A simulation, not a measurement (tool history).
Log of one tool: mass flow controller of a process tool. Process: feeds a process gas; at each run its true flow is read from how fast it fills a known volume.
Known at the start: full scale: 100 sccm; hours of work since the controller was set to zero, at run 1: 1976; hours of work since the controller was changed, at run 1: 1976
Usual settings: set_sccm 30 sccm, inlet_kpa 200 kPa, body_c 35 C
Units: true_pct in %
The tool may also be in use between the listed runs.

run,hour,set_sccm,inlet_kpa,body_c,hours of work since the controller was set to zero,hours of work since the controller was changed,true_pct
1,0.0,30,200,35,1976,1976,100.62
2,166.9,30,200,35,2091,2091,100.79
3,334.6,30,200,35,2208,2208,100.72
4,540.8,30,211,35,2350,2350,100.58
5,676.0,30,211,35,2444,2444,100.64
6,894.5,30,211,35,2595,2595,100.65
7,1008.6,30,211,28,2675,2675,99.79
8,1156.7,30,211,28,2777,2777,99.85
9,1317.8,30,200,35,2889,2889,100.45
10,1516.9,30,200,35,3027,3027,100.32
11,1677.1,64,200,35,3138,3138,100.49
12,1778.2,64,200,35,3208,3208,100.61
13,1901.0,64,200,35,3293,3293,100.42
14,2084.3,75,200,32,3420,3420,100.28
15,2206.4,75,183,37,3504,3504,100.47

Forecast run 16:
16,2343.2,75,183,37,3599,3599,?

Run 16 gave true_pct 100.57 %.
Without the tool's hidden state the same run would have given true_pct 101.12 %.

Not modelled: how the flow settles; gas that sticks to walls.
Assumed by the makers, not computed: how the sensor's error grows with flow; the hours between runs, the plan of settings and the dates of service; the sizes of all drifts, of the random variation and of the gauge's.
